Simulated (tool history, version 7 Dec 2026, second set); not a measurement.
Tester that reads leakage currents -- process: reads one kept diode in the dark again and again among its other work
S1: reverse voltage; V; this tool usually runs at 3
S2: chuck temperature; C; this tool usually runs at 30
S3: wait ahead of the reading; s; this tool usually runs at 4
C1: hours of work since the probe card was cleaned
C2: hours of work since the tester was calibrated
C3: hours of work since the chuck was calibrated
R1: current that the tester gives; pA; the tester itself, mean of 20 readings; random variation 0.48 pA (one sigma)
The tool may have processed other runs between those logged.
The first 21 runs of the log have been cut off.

run,hour,S1,S2,S3,C1,C2,C3,R1
22,2016.2,4.19,28,1.95,188,318,1790,178.43
# hour 2072.2: tester calibrated, once more
23,2098,4.19,28,1.95,224,12,1825,180.92
24,2212.1,1.18,40,4,275,62,1876,271.57
25,2313.5,1.18,23,4,320,108,1922,60.05
26,2384.1,1.18,23,4,351,139,1953,60.28
27,2472.4,2.74,45,0.66,391,179,1992,642.51
28,2551.3,7.96,58,2.49,426,214,2028,3051.54
29,2633.6,11.39,34,3.87,463,251,2064,526.58
# hour 2647.7: chuck's temperature calibrated
30,2726.6,1.16,30,4,503,291,35,99.16
31,2788.1,1.16,30,4,531,319,63,99.64
32,2869.1,1.16,25,0.89,567,355,99,63.56
33,2988,1.16,25,0.89,620,408,152,63.79
34,3065.8,1.16,25,0.89,655,442,187,64.38
35,3173.8,1.16,25,0.89,703,491,235,64.38
36,3265.5,4.4,25,2.33,744,532,276,128.14
37,3338.7,1.03,47,2.33,776,564,308,410.67
38,3462.7,3,30,1.34,832,620,364,167.11
39,3560,7.58,23,4,875,663,407,145.73

3 ways to go on from here, each from the tool as it stands after run 39. What would each give?
A,3685,4.23,37,6.4,931,719,463,?
B,3685,3.63,31,3.5,931,719,463,?
C,3685,6.76,27,0.72,931,719,463,?

run,R1
A,370.09
B,203.39
C,199.38
Had the tool no hidden state, the same runs would have come out as:
run,R1
A,353.55
B,192.82
C,186.02

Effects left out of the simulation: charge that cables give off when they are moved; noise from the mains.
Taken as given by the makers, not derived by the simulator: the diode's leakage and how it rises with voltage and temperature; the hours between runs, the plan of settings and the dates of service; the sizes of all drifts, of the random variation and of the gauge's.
